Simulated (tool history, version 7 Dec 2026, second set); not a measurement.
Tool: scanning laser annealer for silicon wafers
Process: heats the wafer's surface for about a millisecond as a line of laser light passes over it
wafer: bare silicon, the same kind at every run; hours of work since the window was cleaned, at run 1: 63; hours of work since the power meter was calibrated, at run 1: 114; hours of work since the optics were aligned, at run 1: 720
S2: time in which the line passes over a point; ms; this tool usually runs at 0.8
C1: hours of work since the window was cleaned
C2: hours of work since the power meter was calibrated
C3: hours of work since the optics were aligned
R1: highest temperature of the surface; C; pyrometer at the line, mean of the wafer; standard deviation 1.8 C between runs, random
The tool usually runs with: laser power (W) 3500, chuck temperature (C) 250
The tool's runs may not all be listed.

{"run": 1, "hour": 0.0, "laser power (W)": 3500, "S2": 0.8, "chuck temperature (C)": 250, "C1": 63, "C2": 114, "C3": 720, "R1": 1047}
{"run": 2, "hour": 30.5, "laser power (W)": 3388, "S2": 0.8, "chuck temperature (C)": 250, "C1": 86, "C2": 137, "C3": 742, "R1": 1019}
{"run": 3, "hour": 60.3, "laser power (W)": 3748, "S2": 0.8, "chuck temperature (C)": 250, "C1": 108, "C2": 159, "C3": 765, "R1": 1113}
{"run": 4, "hour": 79.5, "laser power (W)": 3748, "S2": 0.8, "chuck temperature (C)": 250, "C1": 122, "C2": 174, "C3": 779, "R1": 1113}
{"run": 5, "hour": 110.9, "laser power (W)": 3500, "S2": 0.589, "chuck temperature (C)": 250, "C1": 145, "C2": 197, "C3": 802, "R1": 932}
{"run": 6, "hour": 137.0, "laser power (W)": 3500, "S2": 0.589, "chuck temperature (C)": 250, "C1": 165, "C2": 216, "C3": 822, "R1": 933}
{"run": 7, "hour": 176.4, "laser power (W)": 3500, "S2": 0.589, "chuck temperature (C)": 250, "C1": 194, "C2": 246, "C3": 851, "R1": 929}
{"run": 8, "hour": 207.7, "laser power (W)": 3500, "S2": 0.8, "chuck temperature (C)": 226, "C1": 217, "C2": 269, "C3": 874, "R1": 1024}
{"run": 9, "hour": 239.4, "laser power (W)": 3500, "S2": 0.8, "chuck temperature (C)": 226, "C1": 241, "C2": 292, "C3": 898, "R1": 1024}
{"run": 10, "hour": 264.9, "laser power (W)": 3500, "S2": 0.8, "chuck temperature (C)": 226, "C1": 260, "C2": 311, "C3": 917, "R1": 1023}
{"run": 11, "hour": 284.9, "laser power (W)": 3500, "S2": 0.8, "chuck temperature (C)": 250, "C1": 275, "C2": 326, "C3": 931, "R1": 1048}
{"run": 12, "hour": 317.9, "laser power (W)": 3500, "S2": 0.8, "chuck temperature (C)": 226, "C1": 299, "C2": 351, "C3": 956, "R1": 1021}
{"run": 13, "hour": 362.7, "laser power (W)": 3500, "S2": 0.8, "chuck temperature (C)": 226, "C1": 333, "C2": 384, "C3": 989, "R1": 1021}
{"run": 14, "hour": 406.7, "laser power (W)": 3500, "S2": 0.8, "chuck temperature (C)": 250, "C1": 365, "C2": 417, "C3": 1022, "R1": 1045}
{"run": 15, "hour": 426.1, "laser power (W)": 3500, "S2": 0.8, "chuck temperature (C)": 250, "C1": 380, "C2": 431, "C3": 1036, "R1": 1045}
{"run": 16, "hour": 463.2, "laser power (W)": 3142, "S2": 0.718, "chuck temperature (C)": 257, "C1": 407, "C2": 459, "C3": 1064, "R1": 919}
{"run": 17, "hour": 483.2, "laser power (W)": 3142, "S2": 0.732, "chuck temperature (C)": 257, "C1": 422, "C2": 474, "C3": 1079, "R1": 931}
{"run": 18, "hour": 523.6, "laser power (W)": 3142, "S2": 0.732, "chuck temperature (C)": 257, "C1": 452, "C2": 504, "C3": 1109, "R1": 927}
{"run": 19, "hour": 559.6, "laser power (W)": 3142, "S2": 0.732, "chuck temperature (C)": 285, "C1": 479, "C2": 530, "C3": 1136, "R1": 956}
{"run": 20, "hour": 579.5, "laser power (W)": 3323, "S2": 0.667, "chuck temperature (C)": 255, "C1": 494, "C2": 545, "C3": 1150, "R1": 936}
{"run": 21, "hour": 599.2, "laser power (W)": 3383, "S2": 0.667, "chuck temperature (C)": 286, "C1": 508, "C2": 560, "C3": 1165, "R1": 980}
{"hour": 628.8, "done": "window over the wafer cleaned"}
{"run": 22, "hour": 633.9, "laser power (W)": 3238, "S2": 0.8, "chuck temperature (C)": 250, "C1": 4, "C2": 584, "C3": 1189, "R1": 975}
{"run": 23, "hour": 673.7, "laser power (W)": 3476, "S2": 0.636, "chuck temperature (C)": 252, "C1": 33, "C2": 614, "C3": 1219, "R1": 955}
{"run": 24, "hour": 699.3, "laser power (W)": 3779, "S2": 0.718, "chuck temperature (C)": 283, "C1": 52, "C2": 633, "C3": 1238, "R1": 1106}
{"run": 25, "hour": 744.3, "laser power (W)": 3779, "S2": 0.718, "chuck temperature (C)": 283, "C1": 86, "C2": 666, "C3": 1271, "R1": 1110}
{"run": 26, "hour": 785.0, "laser power (W)": 3534, "S2": 0.62, "chuck temperature (C)": 233, "C1": 116, "C2": 696, "C3": 1302, "R1": 940}
{"run": 27, "hour": 817.6, "laser power (W)": 3716, "S2": 0.57, "chuck temperature (C)": 263, "C1": 140, "C2": 721, "C3": 1326, "R1": 979}
{"run": 28, "hour": 848.0, "laser power (W)": 3752, "S2": 0.815, "chuck temperature (C)": 250, "C1": 163, "C2": 743, "C3": 1348, "R1": 1121}
{"run": 29, "hour": 880.3, "laser power (W)": 3752, "S2": 0.815, "chuck temperature (C)": 250, "C1": 187, "C2": 767, "C3": 1372, "R1": 1121}
{"run": 30, "hour": 905.6, "laser power (W)": 3500, "S2": 0.634, "chuck temperature (C)": 250, "C1": 206, "C2": 786, "C3": 1391, "R1": 956}

Predict each of these 3 candidate next runs independently; none follows another, all start after run 30:
{"run": "A", "hour": 937.2, "laser power (W)": 3512, "S2": 0.634, "chuck temperature (C)": 250, "C1": 229, "C2": 809, "C3": 1415, "R1": "?"}
{"run": "B", "hour": 937.2, "laser power (W)": 3108, "S2": 0.8, "chuck temperature (C)": 250, "C1": 229, "C2": 809, "C3": 1415, "R1": "?"}
{"run": "C", "hour": 937.2, "laser power (W)": 3642, "S2": 0.723, "chuck temperature (C)": 250, "C1": 229, "C2": 809, "C3": 1415, "R1": "?"}

run=A R1=963
run=B R1=943
run=C R1=1043
Had the tool no hidden state, the same runs would have come out as:
run=A R1=964
run=B R1=944
run=C R1=1044
